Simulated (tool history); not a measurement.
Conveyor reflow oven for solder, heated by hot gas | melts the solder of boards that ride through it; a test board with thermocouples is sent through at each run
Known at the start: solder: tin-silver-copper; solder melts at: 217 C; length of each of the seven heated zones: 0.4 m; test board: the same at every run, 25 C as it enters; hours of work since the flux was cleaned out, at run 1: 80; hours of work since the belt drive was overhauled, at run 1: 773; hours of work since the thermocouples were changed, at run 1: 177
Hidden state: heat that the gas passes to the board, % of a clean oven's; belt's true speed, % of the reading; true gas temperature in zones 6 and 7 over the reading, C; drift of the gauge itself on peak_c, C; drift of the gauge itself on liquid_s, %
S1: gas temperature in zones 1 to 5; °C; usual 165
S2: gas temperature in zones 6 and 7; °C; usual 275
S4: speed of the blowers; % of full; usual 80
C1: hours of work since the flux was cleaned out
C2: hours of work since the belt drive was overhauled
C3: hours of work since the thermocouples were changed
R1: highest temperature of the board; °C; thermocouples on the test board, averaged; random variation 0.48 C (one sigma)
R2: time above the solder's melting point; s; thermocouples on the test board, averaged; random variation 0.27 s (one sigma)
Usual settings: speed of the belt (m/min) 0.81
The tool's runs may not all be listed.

run 1 hour=0 | S1=165 S2=275 speed_of_the_belt_(m/min)=0.81 S4=80 | C1=80 C2=773 C3=177 | R1=257.5 R2=45.5
run 2 hour=23.4 | S1=165 S2=275 speed_of_the_belt_(m/min)=0.81 S4=60 | C1=95 C2=788 C3=192 | R1=250.7 R2=41.2
run 3 hour=54.5 | S1=165 S2=275 speed_of_the_belt_(m/min)=0.863 S4=60 | C1=114 C2=807 C3=211 | R1=248 R2=36.4
run 4 hour=79.8 | S1=165 S2=275 speed_of_the_belt_(m/min)=0.709 S4=80 | C1=130 C2=823 C3=227 | R1=261.7 R2=55.4
run 5 hour=99.1 | S1=165 S2=275 speed_of_the_belt_(m/min)=0.709 S4=80 | C1=142 C2=835 C3=239 | R1=261.1 R2=55.2
run 6 hour=116.8 | S1=165 S2=275 speed_of_the_belt_(m/min)=0.709 S4=80 | C1=153 C2=846 C3=250 | R1=261 R2=54.7
run 7 hour=137.4 | S1=165 S2=275 speed_of_the_belt_(m/min)=0.709 S4=80 | C1=166 C2=859 C3=263 | R1=261.1 R2=55
run 8 hour=167.6 | S1=165 S2=275 speed_of_the_belt_(m/min)=0.709 S4=80 | C1=185 C2=878 C3=282 | R1=261.1 R2=55
run 9 hour=189.5 | S1=165 S2=275 speed_of_the_belt_(m/min)=0.709 S4=80 | C1=199 C2=891 C3=296 | R1=260.2 R2=54.6
run 10 hour=222.7 | S1=165 S2=275 speed_of_the_belt_(m/min)=0.709 S4=80 | C1=219 C2=912 C3=317 | R1=261 R2=54.4
run 11 hour=262.5 | S1=165 S2=275 speed_of_the_belt_(m/min)=0.709 S4=80 | C1=244 C2=937 C3=341 | R1=260.2 R2=53.9
run 12 hour=280.1 | S1=172 S2=275 speed_of_the_belt_(m/min)=0.709 S4=80 | C1=255 C2=948 C3=352 | R1=261.3 R2=56.9
run 13 hour=317.2 | S1=172 S2=275 speed_of_the_belt_(m/min)=0.709 S4=80 | C1=279 C2=971 C3=376 | R1=261.6 R2=57.2
run 14 hour=346.7 | S1=172 S2=275 speed_of_the_belt_(m/min)=0.709 S4=80 | C1=297 C2=990 C3=394 | R1=261.8 R2=56.8
run 15 hour=366.1 | S1=172 S2=275 speed_of_the_belt_(m/min)=0.709 S4=80 | C1=309 C2=1002 C3=406 | R1=260.8 R2=55.9
run 16 hour=402.3 | S1=172 S2=275 speed_of_the_belt_(m/min)=0.709 S4=80 | C1=332 C2=1025 C3=429 | R1=260.3 R2=56.5
run 17 hour=426.4 | S1=165 S2=267 speed_of_the_belt_(m/min)=0.654 S4=75 | C1=347 C2=1040 C3=444 | R1=253.9 R2=56
run 18 hour=448.4 | S1=165 S2=267 speed_of_the_belt_(m/min)=0.654 S4=75 | C1=361 C2=1053 C3=458 | R1=254.4 R2=55.1
-- hour=481.3 flux residue cleaned out of gas plates and filters
run 19 hour=484.1 | S1=165 S2=283 speed_of_the_belt_(m/min)=0.746 S4=80 | C1=2 C2=1073 C3=477 | R1=268.9 R2=56.3
run 20 hour=506.9 | S1=165 S2=283 speed_of_the_belt_(m/min)=0.746 S4=80 | C1=16 C2=1087 C3=491 | R1=268.7 R2=56.6
run 21 hour=543.5 | S1=165 S2=275 speed_of_the_belt_(m/min)=0.81 S4=80 | C1=39 C2=1110 C3=514 | R1=258.8 R2=47.5

Run 22 comes next. What will it give?
run 22 hour=568.4 | S1=165 S2=275 speed_of_the_belt_(m/min)=0.81 S4=80 | C1=54 C2=1125 C3=530 | R1=? R2=?

R1: 258.3 °C
R2: 47.2 s
Without the tool's hidden state the same run would have given R1 256.9 °C, R2 44.9 s.

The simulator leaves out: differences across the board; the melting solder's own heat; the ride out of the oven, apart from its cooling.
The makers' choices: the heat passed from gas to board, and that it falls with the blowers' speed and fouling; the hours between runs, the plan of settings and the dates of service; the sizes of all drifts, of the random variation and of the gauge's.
